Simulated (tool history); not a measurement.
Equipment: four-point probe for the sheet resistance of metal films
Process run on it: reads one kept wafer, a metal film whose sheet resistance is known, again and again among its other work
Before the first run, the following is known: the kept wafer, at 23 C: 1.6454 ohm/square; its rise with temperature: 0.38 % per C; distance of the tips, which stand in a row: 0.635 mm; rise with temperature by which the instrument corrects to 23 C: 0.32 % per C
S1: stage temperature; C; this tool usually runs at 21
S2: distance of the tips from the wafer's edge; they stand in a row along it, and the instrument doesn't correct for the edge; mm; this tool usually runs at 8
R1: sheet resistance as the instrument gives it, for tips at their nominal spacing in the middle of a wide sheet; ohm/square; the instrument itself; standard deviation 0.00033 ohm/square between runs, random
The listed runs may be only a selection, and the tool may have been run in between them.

run,day,S1,S2,R1
1,0,21,8,1.653746
2,3.979,21,8,1.653394
3,9.017,21,8,1.653633
4,12.121,21,8,1.653649
5,16.996,21,8,1.653809
6,19.542,21,8,1.653125
7,23.092,21,8,1.654209
8,28.421,21,8,1.653962
9,30.771,21,4,1.670052
10,35.138,21,4,1.670712
11,39.446,20,8,1.652714
12,43.912,20,20,1.648262
13,47.738,20,20,1.648143
14,50.283,20,5,1.661045
15,53.229,24,22,1.652084
16,56.8,31,12,1.6618
# day 57.121: stage's thermometer calibrated
17,59.946,33,52,1.665788
18,65.671,19,13,1.653496
19,70.379,25,26,1.658205

Each row is a separate what-if for the run after 19, all from the same tool condition, not one after another. Results?
A,73.767,26,14,?
B,73.767,31,4,?
C,73.767,23,26,?
D,73.767,21,3,?
E,73.767,27,15,?

run,R1
A,1.660604
B,1.686235
C,1.655918
D,1.692018
E,1.661099
With the hidden condition removed and each run's random variation left untouched, the same runs would have given:
run,R1
A,1.650517
B,1.675991
C,1.645866
D,1.681772
E,1.651007

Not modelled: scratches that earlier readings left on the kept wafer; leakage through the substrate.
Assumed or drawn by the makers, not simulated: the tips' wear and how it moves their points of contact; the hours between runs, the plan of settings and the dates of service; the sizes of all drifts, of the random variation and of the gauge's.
